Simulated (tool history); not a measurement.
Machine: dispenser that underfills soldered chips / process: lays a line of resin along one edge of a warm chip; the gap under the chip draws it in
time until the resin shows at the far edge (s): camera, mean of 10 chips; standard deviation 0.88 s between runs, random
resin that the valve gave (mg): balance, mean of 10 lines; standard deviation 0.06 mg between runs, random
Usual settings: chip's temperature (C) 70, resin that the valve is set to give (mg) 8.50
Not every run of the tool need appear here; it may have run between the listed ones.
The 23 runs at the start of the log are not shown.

run	hour	chip's temperature (C)	resin that the valve is set to give (mg)	hours of work since the syringe was changed	hours of work since the valve was cleaned	hours of work since the stage was calibrated	time until the resin shows at the far edge (s)	resin that the valve gave (mg)
# hour 95.8: new syringe of resin
24	95.8	71	10.86	0	75	113	75.8	10.17
25	101.6	83	8.29	4	79	117	66.7	7.88
26	106.4	80	9.54	7	82	121	86.6	9.00
27	111.2	80	9.54	10	85	124	105.6	8.99
# hour 113.7: new syringe of resin
28	115.7	82	10.92	1	88	127	55.0	10.29
29	122.0	74	8.50	6	93	131	99.0	8.02
30	126.5	71	8.61	9	96	134	136.2	8.06
31	131.1	70	7.64	12	99	137	176.6	7.27
# hour 131.8: new syringe of resin
32	137.7	68	8.74	4	103	141	109.8	8.13
33	142.0	81	9.60	7	106	144	81.9	8.88
34	145.7	58	8.63	9	108	147	231.5	7.91
# hour 149.7: new syringe of resin
35	150.7	58	8.63	1	112	150	136.9	7.90
36	153.7	58	8.63	3	114	152	155.8	7.99
37	157.3	57	8.22	5	116	154	189.8	7.63

Below are 4 alternative next runs, each starting from the tool's condition after run 37. Predict each:
A	160.3	67	11.07	7	118	156	?	?
B	160.3	69	8.51	7	118	156	?	?
C	160.3	69	8.75	7	118	156	?	?
D	160.3	68	8.63	7	118	156	?	?

run	time until the resin shows at the far edge (s)	resin that the valve gave (mg)
A	140.0	10.18
B	135.1	7.75
C	134.0	7.98
D	138.2	7.99
The same runs, with their run-to-run variation unchanged, on a tool lacking any hidden condition would have given:
run	time until the resin shows at the far edge (s)	resin that the valve gave (mg)
A	90.8	11.08
B	86.4	8.43
C	85.7	8.70
D	88.4	8.69
